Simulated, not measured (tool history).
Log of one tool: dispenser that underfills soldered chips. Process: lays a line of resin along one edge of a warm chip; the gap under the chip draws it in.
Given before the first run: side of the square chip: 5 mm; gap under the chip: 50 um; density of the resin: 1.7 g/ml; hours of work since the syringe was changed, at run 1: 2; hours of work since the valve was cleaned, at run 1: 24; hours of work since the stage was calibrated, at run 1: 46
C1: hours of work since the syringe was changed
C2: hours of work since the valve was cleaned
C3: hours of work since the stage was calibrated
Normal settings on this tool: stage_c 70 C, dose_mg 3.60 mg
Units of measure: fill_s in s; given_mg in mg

{"run": 1, "day": 0.0, "stage_c": 70, "dose_mg": 3.6, "C1": 2, "C2": 24, "C3": 46, "fill_s": 29.3, "given_mg": 3.53}
{"run": 2, "day": 0.238, "stage_c": 70, "dose_mg": 3.6, "C1": 6, "C2": 27, "C3": 49, "fill_s": 38.0, "given_mg": 3.54}
{"run": 3, "day": 0.467, "stage_c": 70, "dose_mg": 3.6, "C1": 9, "C2": 31, "C3": 52, "fill_s": 51.7, "given_mg": 3.52}
{"day": 0.608, "done": "new syringe of resin"}
{"run": 4, "day": 0.654, "stage_c": 70, "dose_mg": 3.6, "C1": 1, "C2": 33, "C3": 55, "fill_s": 25.6, "given_mg": 3.52}
{"run": 5, "day": 0.85, "stage_c": 70, "dose_mg": 3.11, "C1": 4, "C2": 36, "C3": 58, "fill_s": 33.6, "given_mg": 3.05}
{"run": 6, "day": 0.996, "stage_c": 70, "dose_mg": 3.11, "C1": 6, "C2": 38, "C3": 60, "fill_s": 39.7, "given_mg": 3.03}
{"run": 7, "day": 1.2, "stage_c": 70, "dose_mg": 3.11, "C1": 9, "C2": 41, "C3": 63, "fill_s": 51.3, "given_mg": 3.03}
{"day": 1.371, "done": "new syringe of resin"}
{"run": 8, "day": 1.4, "stage_c": 70, "dose_mg": 3.11, "C1": 0, "C2": 44, "C3": 66, "fill_s": 26.8, "given_mg": 3.01}
{"run": 9, "day": 1.671, "stage_c": 70, "dose_mg": 3.6, "C1": 4, "C2": 48, "C3": 70, "fill_s": 36.2, "given_mg": 3.47}
{"run": 10, "day": 1.896, "stage_c": 70, "dose_mg": 3.6, "C1": 8, "C2": 51, "C3": 73, "fill_s": 46.9, "given_mg": 3.49}
{"run": 11, "day": 2.05, "stage_c": 70, "dose_mg": 3.6, "C1": 10, "C2": 53, "C3": 75, "fill_s": 57.8, "given_mg": 3.47}
{"day": 2.142, "done": "new syringe of resin"}
{"run": 12, "day": 2.204, "stage_c": 57, "dose_mg": 3.8, "C1": 1, "C2": 56, "C3": 77, "fill_s": 51.6, "given_mg": 3.64}
{"run": 13, "day": 2.412, "stage_c": 74, "dose_mg": 3.85, "C1": 4, "C2": 59, "C3": 80, "fill_s": 28.4, "given_mg": 3.7}
{"run": 14, "day": 2.525, "stage_c": 59, "dose_mg": 3.27, "C1": 6, "C2": 60, "C3": 82, "fill_s": 70.1, "given_mg": 3.12}
{"run": 15, "day": 2.712, "stage_c": 70, "dose_mg": 4.63, "C1": 8, "C2": 63, "C3": 85, "fill_s": 49.4, "given_mg": 4.4}
{"day": 2.904, "done": "new syringe of resin"}
{"run": 16, "day": 2.904, "stage_c": 83, "dose_mg": 3.43, "C1": 0, "C2": 66, "C3": 87, "fill_s": 13.5, "given_mg": 3.27}
{"run": 17, "day": 3.121, "stage_c": 83, "dose_mg": 3.43, "C1": 3, "C2": 69, "C3": 90, "fill_s": 16.9, "given_mg": 3.26}
{"run": 18, "day": 3.358, "stage_c": 67, "dose_mg": 4.66, "C1": 7, "C2": 72, "C3": 94, "fill_s": 48.6, "given_mg": 4.42}
{"run": 19, "day": 3.529, "stage_c": 75, "dose_mg": 3.58, "C1": 9, "C2": 75, "C3": 96, "fill_s": 42.3, "given_mg": 3.38}
{"day": 3.658, "done": "new syringe of resin"}
{"run": 20, "day": 3.812, "stage_c": 75, "dose_mg": 3.58, "C1": 2, "C2": 79, "C3": 100, "fill_s": 23.3, "given_mg": 3.37}
{"run": 21, "day": 4.062, "stage_c": 74, "dose_mg": 4.52, "C1": 6, "C2": 82, "C3": 104, "fill_s": 32.7, "given_mg": 4.26}
{"day": 4.308, "done": "dispensing valve cleaned and set on the balance"}
{"run": 22, "day": 4.346, "stage_c": 62, "dose_mg": 3.81, "C1": 9, "C2": 1, "C3": 108, "fill_s": 81.5, "given_mg": 3.82}

What if the next run were any one of these 4? Each begins from the tool's condition after run 22:
{"day": 4.471, "done": "new syringe of resin"}
{"run": "A", "day": 4.471, "stage_c": 73, "dose_mg": 3.11, "C1": 0, "C2": 2, "C3": 109, "fill_s": "?", "given_mg": "?"}
{"day": 4.471, "done": "new syringe of resin"}
{"run": "B", "day": 4.471, "stage_c": 79, "dose_mg": 3.26, "C1": 0, "C2": 2, "C3": 109, "fill_s": "?", "given_mg": "?"}
{"day": 4.471, "done": "new syringe of resin"}
{"run": "C", "day": 4.471, "stage_c": 72, "dose_mg": 3.86, "C1": 0, "C2": 2, "C3": 109, "fill_s": "?", "given_mg": "?"}
{"day": 4.471, "done": "new syringe of resin"}
{"run": "D", "day": 4.471, "stage_c": 71, "dose_mg": 3.85, "C1": 0, "C2": 2, "C3": 109, "fill_s": "?", "given_mg": "?"}

run=A fill_s=21.8 given_mg=3.11
run=B fill_s=16.4 given_mg=3.26
run=C fill_s=22.6 given_mg=3.90
run=D fill_s=23.4 given_mg=3.83
Had the tool no hidden state, the same runs would have come out as:
run=A fill_s=21.3 given_mg=3.11
run=B fill_s=16.0 given_mg=3.26
run=C fill_s=22.1 given_mg=3.90
run=D fill_s=22.8 given_mg=3.84
